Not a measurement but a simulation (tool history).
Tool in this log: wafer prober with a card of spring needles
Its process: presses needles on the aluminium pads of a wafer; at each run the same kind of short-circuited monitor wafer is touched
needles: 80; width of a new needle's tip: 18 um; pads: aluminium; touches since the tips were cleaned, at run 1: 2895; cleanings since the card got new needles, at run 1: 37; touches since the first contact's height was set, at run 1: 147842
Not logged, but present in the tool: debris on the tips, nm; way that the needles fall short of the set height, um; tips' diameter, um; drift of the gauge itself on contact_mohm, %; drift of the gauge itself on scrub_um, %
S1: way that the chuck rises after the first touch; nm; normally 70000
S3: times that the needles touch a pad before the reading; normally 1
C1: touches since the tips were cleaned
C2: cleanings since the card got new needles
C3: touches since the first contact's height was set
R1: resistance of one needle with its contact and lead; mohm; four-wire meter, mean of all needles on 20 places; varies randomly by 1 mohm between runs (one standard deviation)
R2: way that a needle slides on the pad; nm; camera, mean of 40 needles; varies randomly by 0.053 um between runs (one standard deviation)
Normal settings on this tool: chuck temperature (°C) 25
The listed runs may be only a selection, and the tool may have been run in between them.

Run 1, hour 0.0: usual settings; C1 2895; C2 37; C3 147842. Result: R1 250 mohm, R2 16370 nm.
At hour 3.2: tips cleaned on abrasive film.
At hour 15.9: tips cleaned on abrasive film.
At hour 22.4: height of the first contact set anew.
At hour 31.9: tips cleaned on abrasive film.
At hour 44.5: tips cleaned on abrasive film.
Run 2, hour 48.1: usual settings; C1 972; C2 41; C3 6889. Result: R1 244 mohm, R2 17350 nm.
At hour 57.6: tips cleaned on abrasive film.
At hour 70.2: tips cleaned on abrasive film.
At hour 86.0: tips cleaned on abrasive film.
Run 3, hour 88.2: usual settings; C1 606; C2 44; C3 17639. Result: R1 244 mohm, R2 17230 nm.
At hour 100.9: tips cleaned on abrasive film.
At hour 116.6: tips cleaned on abrasive film.
At hour 129.2: tips cleaned on abrasive film.
At hour 145.0: tips cleaned on abrasive film.
At hour 160.7: tips cleaned on abrasive film.
Run 4, hour 161.4: usual settings but chuck temperature (°C) 35; C1 173; C2 49; C3 37250. Result: R1 245 mohm, R2 17120 nm.
At hour 174.0: tips cleaned on abrasive film.
At hour 189.8: tips cleaned on abrasive film.
Run 5, hour 194.8: usual settings but chuck temperature (°C) 35; C1 1365; C2 51; C3 46220. Result: R1 249 mohm, R2 17010 nm.
At hour 204.3: tips cleaned on abrasive film.
At hour 216.9: tips cleaned on abrasive film.
At hour 232.7: tips cleaned on abrasive film.
At hour 248.4: tips cleaned on abrasive film.
Run 6, hour 250.8: usual settings but chuck temperature (°C) 35; C1 646; C2 55; C3 61233. Result: R1 244 mohm, R2 16820 nm.
At hour 263.4: tips cleaned on abrasive film.
At hour 276.1: tips cleaned on abrasive film.
Run 7, hour 288.1: usual settings; C1 3257; C2 57; C3 71251. Result: R1 250 mohm, R2 16830 nm.
At hour 291.4: tips cleaned on abrasive film.
At hour 307.1: tips cleaned on abrasive film.
At hour 322.9: tips cleaned on abrasive film.
At hour 338.6: tips cleaned on abrasive film.
At hour 354.4: tips cleaned on abrasive film.
At hour 367.6: tips cleaned on abrasive film.
Run 8, hour 367.6: usual settings but S3 3; C1 0; C2 63; C3 92531. Result: R1 243 mohm, R2 16650 nm.
At hour 383.3: tips cleaned on abrasive film.
At hour 399.0: tips cleaned on abrasive film.
At hour 414.8: tips cleaned on abrasive film.
At hour 427.4: tips cleaned on abrasive film.
Run 9, hour 436.3: usual settings but S3 3; C1 2409; C2 67; C3 110995. Result: R1 244 mohm, R2 16520 nm.
At hour 442.7: tips cleaned on abrasive film.
At hour 458.5: tips cleaned on abrasive film.
At hour 474.2: tips cleaned on abrasive film.
Run 10, hour 485.1: usual settings but S3 3; C1 2947; C2 70; C3 124084. Result: R1 246 mohm, R2 16530 nm.
At hour 488.4: tips cleaned on abrasive film.
At hour 504.1: tips cleaned on abrasive film.
At hour 516.7: tips cleaned on abrasive film.
At hour 532.5: tips cleaned on abrasive film.
At hour 548.2: tips cleaned on abrasive film.
Run 11, hour 549.8: usual settings but S3 3; C1 418; C2 75; C3 141404. Result: R1 242 mohm, R2 16330 nm.
At hour 562.4: tips cleaned on abrasive film.
At hour 578.2: tips cleaned on abrasive film.
At hour 593.9: tips cleaned on abrasive film.
At hour 594.2: height of the first contact set anew.
At hour 610.0: tips cleaned on abrasive film.
Run 12, hour 621.0: usual settings; C1 2978; C2 79; C3 7203. Result: R1 250 mohm, R2 17390 nm.
At hour 624.2: tips cleaned on abrasive film.
At hour 640.0: tips cleaned on abrasive film.
At hour 655.7: tips cleaned on abrasive film.
At hour 668.3: tips cleaned on abrasive film.
At hour 684.1: tips cleaned on abrasive film.
Run 13, hour 688.8: usual settings but S1 87000 nm, chuck temperature (°C) 96, S3 2; C1 1273; C2 84; C3 25378. Result: R1 259 mohm, R2 21400 nm.
At hour 698.3: tips cleaned on abrasive film.
At hour 714.1: tips cleaned on abrasive film.
At hour 726.7: tips cleaned on abrasive film.
At hour 742.4: tips cleaned on abrasive film.
At hour 756.1: tips cleaned on abrasive film.
Run 14, hour 756.1: usual settings but S1 87000 nm, chuck temperature (°C) 96, S3 2; C1 0; C2 89; C3 43417. Result: R1 261 mohm, R2 21280 nm.
At hour 771.9: tips cleaned on abrasive film.
At hour 784.5: tips cleaned on abrasive film.
At hour 800.2: tips cleaned on abrasive film.
At hour 812.9: tips cleaned on abrasive film.
Run 15, hour 824.9: usual settings but S1 79000 nm, chuck temperature (°C) 65; C1 3237; C2 93; C3 61865. Result: R1 260 mohm, R2 19150 nm.
At hour 828.1: tips cleaned on abrasive film.
At hour 843.8: tips cleaned on abrasive film.
At hour 859.6: tips cleaned on abrasive film.
Run 16, hour 868.5: usual settings but chuck temperature (°C) 75; C1 2405; C2 96; C3 73566. Result: R1 261 mohm, R2 16840 nm.
At hour 874.9: tips cleaned on abrasive film.
At hour 890.6: tips cleaned on abrasive film.
At hour 903.2: tips cleaned on abrasive film.
At hour 919.0: tips cleaned on abrasive film.
At hour 934.7: tips cleaned on abrasive film.
At hour 947.4: tips cleaned on abrasive film.
Run 17, hour 947.5: usual settings but S1 69000 nm, chuck temperature (°C) 40; C1 32; C2 102; C3 94725. Result: R1 248 mohm, R2 16480 nm.
At hour 960.1: tips cleaned on abrasive film.
At hour 972.7: tips cleaned on abrasive film.
At hour 988.5: tips cleaned on abrasive film.
At hour 1001.1: tips cleaned on abrasive film.
Run 18, hour 1012.7: usual settings but S1 69000 nm, chuck temperature (°C) 40; C1 3115; C2 106; C3 112214. Result: R1 254 mohm, R2 16400 nm.
At hour 1015.9: tips cleaned on abrasive film.
At hour 1028.5: tips cleaned on abrasive film.
At hour 1044.3: tips cleaned on abrasive film.
At hour 1060.0: tips cleaned on abrasive film.
At hour 1075.8: tips cleaned on abrasive film.
At hour 1088.4: tips cleaned on abrasive film.
Run 19, hour 1088.9: usual settings but S1 77000 nm, chuck temperature (°C) 34; C1 128; C2 112; C3 132624. Result: R1 246 mohm, R2 18190 nm.
At hour 1101.5: tips cleaned on abrasive film.
At hour 1114.1: tips cleaned on abrasive film.
At hour 1129.9: tips cleaned on abrasive film.
Run 20, hour 1133.1: usual settings but S1 72000 nm, chuck temperature (°C) 91, S3 2; C1 883; C2 115; C3 144493. Result: R1 263 mohm, R2 16780 nm.
At hour 1142.6: tips cleaned on abrasive film.
At hour 1158.4: tips cleaned on abrasive film.
At hour 1168.1: height of the first contact set anew.
At hour 1171.3: tips cleaned on abrasive film.
Run 21, hour 1180.9: usual settings but S1 72000 nm, chuck temperature (°C) 91, S3 2; C1 2592; C2 118; C3 3438. Result: R1 261 mohm, R2 17850 nm.
At hour 1184.1: tips cleaned on abrasive film.
At hour 1196.8: tips cleaned on abrasive film.
At hour 1212.5: tips cleaned on abrasive film.
At hour 1228.3: tips cleaned on abrasive film.
At hour 1240.9: tips cleaned on abrasive film.
At hour 1254.1: tips cleaned on abrasive film.
Run 22, hour 1254.1: usual settings but S1 72000 nm, chuck temperature (°C) 91, S3 2; C1 0; C2 124; C3 23030. Result: R1 258 mohm, R2 17740 nm.
At hour 1269.8: tips cleaned on abrasive film.
At hour 1285.6: tips cleaned on abrasive film.
Run 23, hour 1288.4: usual settings but S1 77000 nm, chuck temperature (°C) 59; C1 757; C2 126; C3 32236. Result: R1 254 mohm, R2 18880 nm.
At hour 1301.0: tips cleaned on abrasive film.
At hour 1316.8: tips cleaned on abrasive film.
Run 24, hour 1321.2: usual settings but S1 77000 nm, chuck temperature (°C) 59, S3 2; C1 1198; C2 128; C3 41039. Result: R1 252 mohm, R2 18780 nm.

Predict each of these 3 candidate next runs independently; none follows another, all start after run 24:
At hour 1330.7: tips cleaned on abrasive film.
At hour 1346.4: tips cleaned on abrasive film.
At hour 1362.2: tips cleaned on abrasive film.
At hour 1377.9: tips cleaned on abrasive film.
Run A, hour 1385.4: usual settings but chuck temperature (°C) 55; C1 2013; C2 132; C3 58265. Result: R1 ?, R2 ?.
At hour 1330.7: tips cleaned on abrasive film.
At hour 1346.4: tips cleaned on abrasive film.
At hour 1362.2: tips cleaned on abrasive film.
At hour 1377.9: tips cleaned on abrasive film.
Run B, hour 1385.4: usual settings but S1 55000 nm, chuck temperature (°C) 59, S3 2; C1 2013; C2 132; C3 58265. Result: R1 ?, R2 ?.
At hour 1330.7: tips cleaned on abrasive film.
At hour 1346.4: tips cleaned on abrasive film.
At hour 1362.2: tips cleaned on abrasive film.
At hour 1377.9: tips cleaned on abrasive film.
Run C, hour 1385.4: usual settings but S1 79000 nm, chuck temperature (°C) 59, S3 2; C1 2013; C2 132; C3 58265. Result: R1 ?, R2 ?.

run   R1     R2
  A  258  16950
  B  259  13280
  C  254  19130
Without the tool's unlogged condition, the same runs would have read:
run   R1     R2
  A  250  17340
  B  251  13680
  C  249  19520
